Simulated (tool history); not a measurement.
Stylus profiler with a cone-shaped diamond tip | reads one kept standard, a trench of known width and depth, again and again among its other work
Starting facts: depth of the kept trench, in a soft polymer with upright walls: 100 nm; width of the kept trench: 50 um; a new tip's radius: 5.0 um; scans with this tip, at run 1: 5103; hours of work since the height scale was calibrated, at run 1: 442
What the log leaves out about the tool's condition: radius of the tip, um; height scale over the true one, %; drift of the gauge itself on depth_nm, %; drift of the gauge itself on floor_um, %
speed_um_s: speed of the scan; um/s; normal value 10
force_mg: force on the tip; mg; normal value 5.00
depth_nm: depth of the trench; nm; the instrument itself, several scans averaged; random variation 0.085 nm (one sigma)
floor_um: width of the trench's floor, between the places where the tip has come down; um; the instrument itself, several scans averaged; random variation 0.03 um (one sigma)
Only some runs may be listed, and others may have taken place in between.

run,hour,speed_um_s,force_mg,scans with this tip,hours of work since the height scale was calibrated,depth_nm,floor_um
1,0.0,10,5.00,5103,442,101.95,47.96
2,8.5,10,5.00,5172,448,101.92,47.98
3,24.7,10,5.00,5302,459,101.91,48.00
4,38.8,10,5.00,5415,469,101.99,47.97
5,49.6,10,13.64,5502,477,103.58,47.98
6,58.1,10,13.64,5570,483,103.66,47.95
7,69.7,10,13.64,5664,491,103.79,47.99
8,79.1,10,13.64,5739,497,103.81,47.94
9,87.0,3,5.00,5803,503,102.00,48.00
10,102.3,3,5.00,5925,513,101.88,47.98
11,115.0,3,5.00,6027,522,101.85,47.96
12,129.7,10,9.40,6146,532,102.72,48.03
13,144.3,10,9.40,6263,543,102.80,47.94
14,159.6,10,9.40,6386,553,102.84,48.00
15,174.4,7,4.29,6504,564,101.72,47.97
16,188.6,7,4.29,6619,573,101.66,47.96
17,199.5,25,7.69,6706,581,102.59,47.91
18,208.7,25,7.69,6780,587,102.42,47.87
19,223.1,18,5.17,6896,597,101.84,47.92
20,237.1,18,5.17,7008,607,101.86,47.93
21,252.0,2,2.94,7128,618,101.37,48.01
22,267.1,12,2.13,7250,628,101.04,47.90
23,282.1,14,2.13,7370,639,101.07,47.99
24,294.2,5,10.84,7467,647,103.25,48.01
25,302.8,5,10.84,7536,653,103.18,48.02
26,312.6,5,10.84,7615,660,102.99,47.97
27,320.5,32,4.52,7679,665,101.85,47.90
28,333.1,4,10.42,7780,674,103.07,47.97

Predict each of these 3 candidate next runs independently; none follows another, all start after run 28:
A,342.3,33,2.78,7854,680,?,?
B,342.3,16,6.13,7854,680,?,?
C,342.3,25,10.42,7854,680,?,?

run,depth_nm,floor_um
A,101.39,47.80
B,102.27,47.98
C,103.03,47.93
The same runs, with their run-to-run variation unchanged, on a tool lacking any hidden condition would have given:
run,depth_nm,floor_um
A,101.39,47.80
B,102.27,47.99
C,103.03,47.94
